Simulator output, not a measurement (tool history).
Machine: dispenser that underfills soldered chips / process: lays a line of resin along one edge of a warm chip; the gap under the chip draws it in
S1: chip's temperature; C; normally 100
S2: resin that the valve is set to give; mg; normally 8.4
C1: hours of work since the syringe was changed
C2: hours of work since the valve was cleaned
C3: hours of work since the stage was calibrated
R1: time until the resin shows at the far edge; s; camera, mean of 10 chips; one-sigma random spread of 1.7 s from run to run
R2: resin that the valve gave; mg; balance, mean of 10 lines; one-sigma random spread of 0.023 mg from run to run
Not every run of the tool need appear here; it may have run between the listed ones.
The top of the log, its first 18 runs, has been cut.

{"day": 3.196, "done": "new syringe of resin"}
{"run": 19, "day": 3.271, "S1": 94, "S2": 8.12, "C1": 1, "C2": 20, "C3": 94, "R1": 218.3, "R2": 8.02}
{"run": 20, "day": 3.504, "S1": 99, "S2": 8.4, "C1": 5, "C2": 23, "C3": 97, "R1": 227.5, "R2": 8.22}
{"run": 21, "day": 3.729, "S1": 99, "S2": 8.4, "C1": 8, "C2": 26, "C3": 101, "R1": 273.3, "R2": 8.21}
{"run": 22, "day": 3.883, "S1": 99, "S2": 7.49, "C1": 10, "C2": 29, "C3": 103, "R1": 324.1, "R2": 7.34}
{"day": 4.004, "done": "new syringe of resin"}
{"run": 23, "day": 4.062, "S1": 111, "S2": 7.49, "C1": 1, "C2": 31, "C3": 105, "R1": 126.3, "R2": 7.28}
{"run": 24, "day": 4.242, "S1": 92, "S2": 7.13, "C1": 4, "C2": 34, "C3": 108, "R1": 284.1, "R2": 6.96}
{"run": 25, "day": 4.467, "S1": 88, "S2": 8.93, "C1": 7, "C2": 37, "C3": 111, "R1": 374.7, "R2": 8.68}
{"run": 26, "day": 4.688, "S1": 114, "S2": 10.45, "C1": 10, "C2": 40, "C3": 115, "R1": 187.7, "R2": 10.13}
{"day": 4.8, "done": "new syringe of resin"}
{"run": 27, "day": 4.838, "S1": 114, "S2": 10.45, "C1": 1, "C2": 42, "C3": 117, "R1": 104.9, "R2": 10.11}
{"run": 28, "day": 5.017, "S1": 114, "S2": 10.45, "C1": 3, "C2": 45, "C3": 119, "R1": 125.2, "R2": 10.16}
{"run": 29, "day": 5.267, "S1": 97, "S2": 8.66, "C1": 7, "C2": 49, "C3": 123, "R1": 273.3, "R2": 8.34}
{"run": 30, "day": 5.388, "S1": 87, "S2": 8.66, "C1": 9, "C2": 51, "C3": 125, "R1": 436.9, "R2": 8.31}
{"run": 31, "day": 5.504, "S1": 114, "S2": 9.05, "C1": 10, "C2": 52, "C3": 127, "R1": 192.2, "R2": 8.7}
{"day": 5.604, "done": "new syringe of resin"}
{"run": 32, "day": 5.646, "S1": 104, "S2": 10.14, "C1": 1, "C2": 54, "C3": 128, "R1": 145.9, "R2": 9.72}
{"run": 33, "day": 5.871, "S1": 104, "S2": 9.36, "C1": 4, "C2": 58, "C3": 132, "R1": 177.1, "R2": 8.98}
{"day": 6.067, "done": "dispensing valve cleaned and set on the balance"}
{"run": 34, "day": 6.125, "S1": 90, "S2": 9.58, "C1": 7, "C2": 1, "C3": 135, "R1": 343.9, "R2": 9.57}
{"run": 35, "day": 6.288, "S1": 107, "S2": 8.49, "C1": 10, "C2": 3, "C3": 137, "R1": 227.1, "R2": 8.49}
{"day": 6.438, "done": "new syringe of resin"}
{"run": 36, "day": 6.554, "S1": 103, "S2": 8.29, "C1": 2, "C2": 7, "C3": 141, "R1": 162.9, "R2": 8.25}

Alternative continuations, all from the tool just after run 36; predict every row:
{"run": "A", "day": 6.796, "S1": 87, "S2": 10.14, "C1": 5, "C2": 11, "C3": 145, "R1": "?", "R2": "?"}
{"run": "B", "day": 6.796, "S1": 102, "S2": 8.6, "C1": 5, "C2": 11, "C3": 145, "R1": "?", "R2": "?"}
{"run": "C", "day": 6.796, "S1": 101, "S2": 7.32, "C1": 5, "C2": 11, "C3": 145, "R1": "?", "R2": "?"}
{"run": "D", "day": 6.796, "S1": 105, "S2": 8.96, "C1": 5, "C2": 11, "C3": 145, "R1": "?", "R2": "?"}

run=A R1=350.1 R2=10.04
run=B R1=211.9 R2=8.56
run=C R1=229.1 R2=7.28
run=D R1=189.5 R2=8.95
Without the tool's hidden state the same runs would have given:
run=A R1=262.1 R2=10.09
run=B R1=158.1 R2=8.61
run=C R1=170.9 R2=7.32
run=D R1=141.5 R2=9
